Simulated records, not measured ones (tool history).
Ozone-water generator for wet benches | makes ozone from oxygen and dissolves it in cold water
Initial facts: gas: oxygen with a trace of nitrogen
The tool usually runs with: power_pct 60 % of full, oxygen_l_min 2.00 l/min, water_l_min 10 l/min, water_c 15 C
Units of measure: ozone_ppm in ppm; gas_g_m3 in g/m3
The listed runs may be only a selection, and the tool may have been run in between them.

Run 1, day 0.000: usual settings. Result: ozone_ppm 24.9 ppm, gas_g_m3 225.0 g/m3.
Run 2, day 4.075: usual settings but water_c 16 C. Result: ozone_ppm 24.4 ppm, gas_g_m3 226.4 g/m3.
Run 3, day 7.254: usual settings. Result: ozone_ppm 24.6 ppm, gas_g_m3 223.0 g/m3.
Run 4, day 10.508: usual settings. Result: ozone_ppm 24.5 ppm, gas_g_m3 226.4 g/m3.
Run 5, day 16.162: usual settings. Result: ozone_ppm 24.5 ppm, gas_g_m3 228.1 g/m3.
Run 6, day 19.425: usual settings. Result: ozone_ppm 24.3 ppm, gas_g_m3 226.0 g/m3.
Run 7, day 22.654: usual settings. Result: ozone_ppm 24.2 ppm, gas_g_m3 225.7 g/m3.
Run 8, day 27.917: usual settings but power_pct 70 % of full. Result: ozone_ppm 27.1 ppm, gas_g_m3 247.7 g/m3.
Run 9, day 31.400: usual settings but water_c 22 C. Result: ozone_ppm 22.4 ppm, gas_g_m3 222.6 g/m3.
Run 10, day 36.838: usual settings but water_c 22 C. Result: ozone_ppm 22.1 ppm, gas_g_m3 222.3 g/m3.
Run 11, day 39.650: usual settings but water_c 22 C. Result: ozone_ppm 22.1 ppm, gas_g_m3 222.2 g/m3.
Run 12, day 42.854: usual settings but water_c 22 C. Result: ozone_ppm 22.1 ppm, gas_g_m3 222.1 g/m3.
Run 13, day 45.971: usual settings but power_pct 49 % of full, water_c 11 C. Result: ozone_ppm 21.4 ppm, gas_g_m3 192.0 g/m3.
Run 14, day 49.150: usual settings but oxygen_l_min 1.60 l/min. Result: ozone_ppm 23.4 ppm, gas_g_m3 254.7 g/m3.
Run 15, day 51.708: usual settings but oxygen_l_min 1.60 l/min. Result: ozone_ppm 23.6 ppm, gas_g_m3 252.8 g/m3.
Run 16, day 56.808: usual settings but power_pct 44 % of full, water_l_min 14 l/min, water_c 9 C. Result: ozone_ppm 14.4 ppm, gas_g_m3 178.1 g/m3.
Run 17, day 60.579: usual settings but power_pct 44 % of full, water_l_min 14 l/min, water_c 9 C. Result: ozone_ppm 14.5 ppm, gas_g_m3 177.2 g/m3.
Run 18, day 63.154: usual settings but power_pct 44 % of full, water_l_min 14 l/min, water_c 9 C. Result: ozone_ppm 14.4 ppm, gas_g_m3 176.7 g/m3.
Run 19, day 68.517: usual settings but power_pct 44 % of full, water_l_min 14 l/min, water_c 9 C. Result: ozone_ppm 14.2 ppm, gas_g_m3 175.9 g/m3.
Run 20, day 71.458: usual settings but power_pct 81 % of full, oxygen_l_min 3.12 l/min, water_l_min 8 l/min. Result: ozone_ppm 34.3 ppm, gas_g_m3 206.9 g/m3.
Run 21, day 74.508: usual settings but power_pct 68 % of full, oxygen_l_min 1.08 l/min, water_l_min 6 l/min, water_c 7 C. Result: ozone_ppm 41.5 ppm, gas_g_m3 342.6 g/m3.

Predict each of these 3 candidate next runs independently; none follows another, all start after run 21:
Run A, day 79.525: usual settings but power_pct 64 % of full, water_l_min 7 l/min, water_c 11 C. Result: ozone_ppm ?, gas_g_m3 ?.
Run B, day 79.525: usual settings but power_pct 45 % of full. Result: ozone_ppm ?, gas_g_m3 ?.
Run C, day 79.525: usual settings but power_pct 66 % of full, oxygen_l_min 1.08 l/min, water_c 16 C. Result: ozone_ppm ?, gas_g_m3 ?.

run  ozone_ppm  gas_g_m3
  A       34.2     228.3
  B       19.1     177.4
  C       23.2     336.3
The same runs, with their run-to-run variation unchanged, on a tool lacking any hidden condition would have given:
run  ozone_ppm  gas_g_m3
  A       37.4     244.8
  B       20.6     186.7
  C       25.4     361.2

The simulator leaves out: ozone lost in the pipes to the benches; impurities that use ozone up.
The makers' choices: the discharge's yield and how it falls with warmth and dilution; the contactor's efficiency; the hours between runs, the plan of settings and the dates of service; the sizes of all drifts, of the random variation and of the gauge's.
